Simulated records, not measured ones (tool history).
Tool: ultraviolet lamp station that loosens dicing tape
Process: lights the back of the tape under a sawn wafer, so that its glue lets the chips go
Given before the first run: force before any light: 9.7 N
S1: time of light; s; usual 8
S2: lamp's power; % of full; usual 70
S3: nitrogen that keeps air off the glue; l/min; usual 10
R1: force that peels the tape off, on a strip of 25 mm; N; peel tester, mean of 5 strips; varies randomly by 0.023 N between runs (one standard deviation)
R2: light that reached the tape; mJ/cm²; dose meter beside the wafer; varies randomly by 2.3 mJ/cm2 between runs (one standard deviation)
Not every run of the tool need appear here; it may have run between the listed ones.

run    hour  S1  S2  S3     R1   R2
  1     0.0   8  70  10  2.432  135
  2    49.5   8  70   9  2.695  130
       95.3  -- window cleaned of glue's vapour
  3   102.1   8  70  10  2.849  125
      116.0  -- lamp changed
  4   174.2   8  70  10  1.882  166
  5   218.3   8  70  10  1.952  162
  6   282.0   8  70  10  2.153  158
  7   336.7   8  70  10  2.120  152
  8   390.5   8  70  10  2.159  147
  9   461.4   8  70   4  3.006  143
      512.6  -- window cleaned of glue's vapour, once more
 10   521.7   8  70   4  1.918  206
 11   556.6   8  70   4  1.981  204
 12   589.9   8  76  10  1.221  218
 13   656.9   8  76  10  1.244  210
 14   708.6   8  70  10  1.488  192
 15   743.5   8  70  10  1.500  190
 16   801.6   6  70  10  2.405  140
 17   862.5   6  71  10  2.506  137
 18   906.4   8  70  10  1.684  175
 19   966.1   8  70  10  1.772  176
 20  1007.4   8  70  10  1.756  167
 21  1047.2   6  97   7  2.010  173
 22  1090.1  11  76   7  1.129  243
 23  1127.3   8  93   9  1.280  209
 24  1191.2   8  82   9  1.692  186
     1236.6  -- window cleaned of glue's vapour
 25  1264.7  13  67  10  0.675  284
 26  1324.7  13  67  10  0.726  275
 27  1386.1  10  67   9  1.341  203
 28  1423.9   8  62  10  2.162  152
 29  1493.0   8  70   6  2.158  164
 30  1535.5   8  70   6  2.256  164
 31  1596.5  10  96  10  0.769  267
 32  1647.4  10  73   5  1.760  201
 33  1686.2  10  73   7  1.602  196
 34  1755.5  10  70  10  1.552  184
 35  1797.0  10  62  15  1.796  160
 36  1842.9   4  96  10  3.575   96
 37  1904.5   4  84   8  4.430   82
 38  1949.1   4  84   8  4.385   81

Below are 4 alternative next runs, each starting from the tool's condition after run 38. Predict each:
     1960.0  -- window cleaned of glue's vapour
  A  2004.8   5  97  10   ?   ?
     1960.0  -- window cleaned of glue's vapour
  B  2004.8   4  87   8   ?   ?
     1960.0  -- window cleaned of glue's vapour
  C  2004.8  14  70  10   ?   ?
     1960.0  -- window cleaned of glue's vapour
  D  2004.8   4  95  11   ?   ?

run     R1   R2
  A  2.525  136
  B  3.735   99
  C  0.744  278
  D  3.278  109
With no hidden state in the tool, these same runs would have given:
run     R1   R2
  A  1.525  190
  B  2.604  138
  C  0.376  387
  D  2.161  152
